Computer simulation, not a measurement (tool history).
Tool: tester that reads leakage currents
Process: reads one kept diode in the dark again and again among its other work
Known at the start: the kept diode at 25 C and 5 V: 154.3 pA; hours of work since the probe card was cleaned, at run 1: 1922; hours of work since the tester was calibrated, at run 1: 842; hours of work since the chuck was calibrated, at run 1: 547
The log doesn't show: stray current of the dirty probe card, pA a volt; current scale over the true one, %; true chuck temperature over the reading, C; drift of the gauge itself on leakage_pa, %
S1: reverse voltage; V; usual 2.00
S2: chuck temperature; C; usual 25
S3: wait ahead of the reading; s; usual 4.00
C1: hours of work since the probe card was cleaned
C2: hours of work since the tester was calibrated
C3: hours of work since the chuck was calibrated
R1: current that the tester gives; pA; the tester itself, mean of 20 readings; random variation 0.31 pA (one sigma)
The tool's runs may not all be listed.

| run | hour | S1 | S2 | S3 | C1 | C2 | C3 | R1 |
|---|---|---|---|---|---|---|---|---|
| 1 | 0.0 | 2.00 | 25 | 4.00 | 1922 | 842 | 547 | 100.79 |
| 2 | 28.5 | 2.00 | 25 | 4.00 | 1938 | 858 | 563 | 101.34 |
| 3 | 58.6 | 2.00 | 25 | 4.00 | 1955 | 875 | 580 | 101.15 |
| 4 | 96.3 | 2.00 | 25 | 0.34 | 1976 | 896 | 601 | 102.47 |
| 5 | 119.3 | 2.00 | 25 | 0.34 | 1989 | 909 | 614 | 102.74 |
| 6 | 158.3 | 2.00 | 34 | 4.00 | 2011 | 931 | 636 | 220.89 |
| 7 | 196.0 | 2.00 | 34 | 4.00 | 2032 | 952 | 657 | 221.06 |
| 8 | 232.3 | 5.80 | 25 | 4.00 | 2053 | 972 | 678 | 165.36 |
| 9 | 253.0 | 5.80 | 25 | 4.00 | 2064 | 984 | 689 | 166.60 |
| 10 | 288.2 | 2.00 | 25 | 4.00 | 2084 | 1004 | 709 | 100.97 |
| 11 | 312.0 | 11.65 | 27 | 4.12 | 2098 | 1017 | 723 | 274.34 |
| 12 | 329.1 | 11.65 | 27 | 4.12 | 2107 | 1027 | 732 | 273.78 |
| 13 | 347.8 | 3.51 | 25 | 0.71 | 2118 | 1037 | 743 | 133.44 |
| 14 | 368.2 | 2.47 | 51 | 4.00 | 2129 | 1049 | 754 | 956.10 |
| 15 | 400.3 | 1.21 | 51 | 3.56 | 2147 | 1067 | 772 | 684.85 |
| 16 | 432.0 | 1.21 | 53 | 1.46 | 2165 | 1085 | 790 | 801.51 |
| 17 | 466.5 | 1.21 | 53 | 1.46 | 2185 | 1104 | 810 | 794.01 |
| 18 | 495.0 | 1.21 | 35 | 1.46 | 2201 | 1120 | 826 | 191.52 |
| 19 | 526.7 | 1.21 | 35 | 1.46 | 2218 | 1138 | 843 | 191.17 |

Forecast each of these 5 alternatives for the next run:
| A | 555.3 | 6.40 | 44 | 7.51 | 2234 | 1154 | 859 | ? |
| B | 555.3 | 2.50 | 42 | 1.41 | 2234 | 1154 | 859 | ? |
| C | 555.3 | 2.00 | 47 | 4.00 | 2234 | 1154 | 859 | ? |
| D | 555.3 | 1.21 | 55 | 1.46 | 2234 | 1154 | 859 | ? |
| E | 555.3 | 2.76 | 47 | 1.46 | 2234 | 1154 | 859 | ? |

| run | R1 |
|---|---|
| A | 858.85 |
| B | 476.83 |
| C | 632.05 |
| D | 919.28 |
| E | 739.14 |
Without the tool's hidden state the same runs would have given:
| run | R1 |
|---|---|
| A | 858.94 |
| B | 476.89 |
| C | 632.15 |
| D | 919.45 |
| E | 739.25 |

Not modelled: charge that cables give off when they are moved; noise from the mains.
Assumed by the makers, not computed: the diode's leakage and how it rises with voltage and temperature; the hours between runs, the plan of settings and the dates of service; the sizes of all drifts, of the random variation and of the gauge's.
